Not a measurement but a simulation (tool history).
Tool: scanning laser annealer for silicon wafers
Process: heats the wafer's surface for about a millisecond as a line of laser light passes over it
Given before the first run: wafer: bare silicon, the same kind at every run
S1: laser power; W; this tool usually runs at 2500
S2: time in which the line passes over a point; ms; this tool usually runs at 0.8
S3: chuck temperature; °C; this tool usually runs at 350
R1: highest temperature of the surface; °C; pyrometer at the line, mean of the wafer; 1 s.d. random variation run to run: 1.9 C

run,hour,S1,S2,S3,R1
1,0,2500,0.8,350,1084
2,5.6,2500,0.8,350,1082
3,14.4,2500,0.66,350,1020
4,18.3,2500,0.66,350,1015
5,23.1,2500,0.66,350,1021
6,27.7,2500,0.8,350,1083
7,32.5,2500,0.8,350,1081
8,38.7,2500,0.8,350,1080
9,47.1,2360,0.87,317,1023
10,54.6,2274,0.87,349,1021
11,60.8,2500,0.804,310,1042
12,64.4,2500,0.86,350,1106
13,70.6,2715,0.688,350,1108
14,78.8,2715,0.688,350,1101

Branching from run 14: 3 alternative next runs. What would each branch give?
A,83.8,2500,0.735,388,?
B,83.8,2642,0.638,350,?
C,83.8,2513,0.68,350,?

run,R1
A,1089
B,1055
C,1032
Take away the tool's hidden state, keep each run's random variation, and the runs would have read:
run,R1
A,1103
B,1069
C,1045
